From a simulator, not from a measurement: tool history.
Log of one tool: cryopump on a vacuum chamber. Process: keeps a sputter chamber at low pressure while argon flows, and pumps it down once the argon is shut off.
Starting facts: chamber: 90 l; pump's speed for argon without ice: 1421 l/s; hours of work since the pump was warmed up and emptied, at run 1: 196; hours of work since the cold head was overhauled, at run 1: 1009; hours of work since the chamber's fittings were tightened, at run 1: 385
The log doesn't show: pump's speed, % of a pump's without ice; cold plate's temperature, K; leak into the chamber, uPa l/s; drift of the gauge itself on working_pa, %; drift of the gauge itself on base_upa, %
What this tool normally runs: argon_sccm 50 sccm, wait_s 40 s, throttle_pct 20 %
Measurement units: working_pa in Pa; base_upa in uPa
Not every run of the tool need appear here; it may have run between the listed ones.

run     day  argon_sccm  wait_s  throttle_pct  hours of work since the pump was warmed up and emptied  hours of work since the cold head was overhauled  hours of work since the chamber's fittings were tightened  working_pa  base_upa
  1       0          50      40            20                                                     196                                              1009                                                        385       0.303      2.21
  2   1.371          50      40            20                                                     214                                              1026                                                        403      0.3027      2.29
  3   3.133          50      40            20                                                     237                                              1049                                                        426      0.3043      2.29
  4   5.938          50      40            20                                                     273                                              1085                                                        462      0.3056      2.27
  5   8.417          50      40            20                                                     304                                              1117                                                        493      0.3061      2.33
  6  10.571          32      40            20                                                     332                                              1144                                                        521      0.1968       2.3
  7  12.321          50      40            20                                                     355                                              1167                                                        544      0.3071      2.36
  8  14.821          50      40            17                                                     387                                              1199                                                        576      0.3582      2.27
  9    17.4          50      25            20                                                     420                                              1232                                                        609      0.3097      3.45
 10  19.867          50      25            20                                                     452                                              1264                                                        640      0.3115      3.43
 11  21.192          50      40            20                                                     469                                              1281                                                        658      0.3128      2.31
 12  23.383          50      40            20                                                     497                                              1309                                                        686      0.3111      2.38
 13  25.792          50      40            20                                                     528                                              1340                                                        717      0.3129      2.31
 14  27.738          50      40            20                                                     553                                              1365                                                        742      0.3164      2.33
 15  29.771          50      40            20                                                     579                                              1391                                                        768      0.3123      2.46
 16  32.346          50      40            20                                                     612                                              1424                                                        801      0.3147      2.44
 17  34.979          50      40            20                                                     646                                              1458                                                        835      0.3177      2.38
 18  36.896          91      40            58                                                     670                                              1483                                                        859      0.2243      2.49
 19  38.242          91     134            17                                                     688                                              1500                                                        877      0.6764      1.12
 20  41.088          91      33            17                                                     724                                              1536                                                        913      0.6826       2.9
 21  42.417          82     104            37                                                     741                                              1553                                                        930      0.3015       1.3
 22  44.342          82     119            43                                                     766                                              1578                                                        955      0.2672      1.26
 23  46.154          49      40            22                                                     789                                              1601                                                        978       0.291      2.52
     47.829  -- pump warmed up, emptied and cooled again
 24  48.871          31      40            26                                                      13                                              1634                                                       1010      0.1401      2.37
 25  50.892          31      40            26                                                      39                                              1660                                                       1036      0.1433      2.31
 26  52.308          65      44            60                                                      58                                              1678                                                       1055      0.1326      2.17
 27  55.004          86      40            35                                                      92                                              1713                                                       1089      0.2975      2.36
 28  56.367          86      40            35                                                     110                                              1730                                                       1107      0.2988      2.42
 29    58.4          86      40            35                                                     136                                              1756                                                       1133      0.2997      2.41
 30  59.779          86      40            35                                                     154                                              1774                                                       1151      0.3023      2.44
 31  61.625          86      40            35                                                     177                                              1798                                                       1174      0.3016      2.37
 32  64.271          86      40            35                                                     211                                              1832                                                       1208       0.304      2.48
 33  66.142          98      88            42                                                     235                                              1856                                                       1232      0.2933      1.42

A few steps of working_pa between consecutive runs. Split each: what settings, incoming material and random variation would produce without the hidden state, and what is left over for the hidden state, along with gauge scatter present in only one of the two compared results (measured, and without hidden state):
Run 17 -> 18: argon_sccm 50 -> 91, throttle_pct 20 -> 58. working_pa -0.0934 Pa: hidden state +0.018, all else -0.1114.
Run 18 -> 19: wait_s 40 -> 134, throttle_pct 58 -> 17. working_pa +0.4521 Pa: hidden state +0.0017, all else +0.4504.
Run 20 -> 21: argon_sccm 91 -> 82, wait_s 33 -> 104, throttle_pct 17 -> 37. working_pa -0.3811 Pa: hidden state -0.0033, all else -0.3778.
Run 22 -> 23: argon_sccm 82 -> 49, wait_s 119 -> 40, throttle_pct 43 -> 22. working_pa +0.0238 Pa: hidden state -0.0153, all else +0.0391.
Run 23 -> 24: argon_sccm 49 -> 31, throttle_pct 22 -> 26, pump warmed up, emptied and cooled again. working_pa -0.1509 Pa: hidden state -0.0245, all else -0.1264.
Run 26 -> 27: argon_sccm 65 -> 86, wait_s 44 -> 40, throttle_pct 60 -> 35. working_pa +0.1649 Pa: hidden state +0.0026, all else +0.1623.

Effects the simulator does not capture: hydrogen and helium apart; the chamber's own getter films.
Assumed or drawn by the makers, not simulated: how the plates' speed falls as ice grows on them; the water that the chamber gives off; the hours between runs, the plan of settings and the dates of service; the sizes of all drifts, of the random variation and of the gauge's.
